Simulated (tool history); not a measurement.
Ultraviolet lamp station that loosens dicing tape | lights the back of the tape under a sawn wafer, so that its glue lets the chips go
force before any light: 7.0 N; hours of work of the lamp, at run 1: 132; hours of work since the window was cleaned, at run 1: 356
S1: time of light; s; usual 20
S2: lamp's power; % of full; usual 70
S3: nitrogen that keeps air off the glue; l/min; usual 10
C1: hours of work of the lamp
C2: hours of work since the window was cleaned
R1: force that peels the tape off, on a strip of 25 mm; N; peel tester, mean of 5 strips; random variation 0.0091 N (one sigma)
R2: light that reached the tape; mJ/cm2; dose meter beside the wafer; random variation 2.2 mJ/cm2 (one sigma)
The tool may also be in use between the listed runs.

Run 1, hour 0.0: usual settings; C1 132; C2 356. Result: R1 0.457 N, R2 181 mJ/cm2.
Run 2, hour 22.7: usual settings; C1 149; C2 374. Result: R1 0.450 N, R2 175 mJ/cm2.
Run 3, hour 37.7: usual settings; C1 161; C2 386. Result: R1 0.473 N, R2 178 mJ/cm2.
Run 4, hour 64.5: usual settings; C1 182; C2 406. Result: R1 0.479 N, R2 174 mJ/cm2.
Run 5, hour 78.8: usual settings but S1 17 s; C1 193; C2 417. Result: R1 0.653 N, R2 152 mJ/cm2.
Run 6, hour 103.7: usual settings; C1 212; C2 437. Result: R1 0.492 N, R2 178 mJ/cm2.
Run 7, hour 133.0: usual settings but S2 94 % of full, S3 7 l/min; C1 235; C2 460. Result: R1 0.369 N, R2 234 mJ/cm2.
At hour 158.7: window cleaned of glue's vapour.
Run 8, hour 163.3: usual settings but S1 11 s, S2 68 % of full; C1 258; C2 4. Result: R1 1.319 N, R2 98 mJ/cm2.
Run 9, hour 179.5: usual settings but S2 61 % of full; C1 271; C2 16. Result: R1 0.580 N, R2 164 mJ/cm2.
Run 10, hour 208.8: usual settings but S2 61 % of full; C1 293; C2 39. Result: R1 0.585 N, R2 160 mJ/cm2.
Run 11, hour 237.1: usual settings but S2 61 % of full; C1 315; C2 61. Result: R1 0.601 N, R2 159 mJ/cm2.
Run 12, hour 261.1: usual settings but S1 33 s, S3 9 l/min; C1 334; C2 80. Result: R1 0.214 N, R2 296 mJ/cm2.

Forecast each of these 5 alternatives for the next run:
Run A, hour 290.9: usual settings but S1 33 s; C1 357; C2 103. Result: R1 ?, R2 ?.
Run B, hour 290.9: usual settings but S1 33 s, S2 64 % of full, S3 13 l/min; C1 357; C2 103. Result: R1 ?, R2 ?.
Run C, hour 290.9: usual settings but S3 3 l/min; C1 357; C2 103. Result: R1 ?, R2 ?.
Run D, hour 290.9: usual settings but S1 10 s, S2 98 % of full, S3 17 l/min; C1 357; C2 103. Result: R1 ?, R2 ?.
Run E, hour 290.9: usual settings but S1 13 s, S3 9 l/min; C1 357; C2 103. Result: R1 ?, R2 ?.

run     R1   R2
  A  0.202  296
  B  0.212  268
  C  1.223  180
  D  0.617  123
  E  1.122  117
Without the tool's hidden state the same runs would have given:
run     R1   R2
  A  0.186  330
  B  0.196  299
  C  1.020  201
  D  0.496  138
  E  0.929  130

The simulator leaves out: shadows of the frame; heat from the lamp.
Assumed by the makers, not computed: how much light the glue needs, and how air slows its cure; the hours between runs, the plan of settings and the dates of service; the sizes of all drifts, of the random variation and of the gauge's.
